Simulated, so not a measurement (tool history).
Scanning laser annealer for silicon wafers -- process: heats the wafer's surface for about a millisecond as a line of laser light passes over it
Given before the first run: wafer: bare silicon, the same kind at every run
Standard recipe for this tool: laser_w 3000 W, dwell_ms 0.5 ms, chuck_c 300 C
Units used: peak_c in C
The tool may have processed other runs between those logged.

run 1 day=0 | laser_w=3000 dwell_ms=0.5 chuck_c=300 | peak_c=1033
run 2 day=2.471 | laser_w=3000 dwell_ms=0.5 chuck_c=300 | peak_c=1024
run 3 day=4.212 | laser_w=3000 dwell_ms=0.5 chuck_c=300 | peak_c=1027
run 4 day=5.946 | laser_w=3000 dwell_ms=0.5 chuck_c=300 | peak_c=1026
run 5 day=7.783 | laser_w=3000 dwell_ms=0.441 chuck_c=300 | peak_c=986
-- day=10.417 window over the wafer cleaned
run 6 day=10.762 | laser_w=2930 dwell_ms=0.441 chuck_c=300 | peak_c=987
run 7 day=12.533 | laser_w=2930 dwell_ms=0.441 chuck_c=313 | peak_c=998
run 8 day=14.483 | laser_w=3035 dwell_ms=0.37 chuck_c=305 | peak_c=959
run 9 day=17.104 | laser_w=2930 dwell_ms=0.5 chuck_c=276 | peak_c=993
run 10 day=20.808 | laser_w=2930 dwell_ms=0.5 chuck_c=276 | peak_c=985
run 11 day=23.883 | laser_w=3000 dwell_ms=0.421 chuck_c=271 | peak_c=944

Below are 4 alternative next runs, each starting from the tool's condition after run 11. Predict each:
run A day=26.946 | laser_w=2556 dwell_ms=0.5 chuck_c=328 | peak_c=?
run B day=26.946 | laser_w=3190 dwell_ms=0.421 chuck_c=275 | peak_c=?
run C day=26.946 | laser_w=2621 dwell_ms=0.571 chuck_c=278 | peak_c=?
run D day=26.946 | laser_w=3000 dwell_ms=0.394 chuck_c=313 | peak_c=?

run=A peak_c=944
run=B peak_c=986
run=C peak_c=944
run=D peak_c=959
Take away the tool's hidden state, keep each run's random variation, and the runs would have read:
run=A peak_c=968
run=B peak_c=1013
run=C peak_c=970
run=D peak_c=984
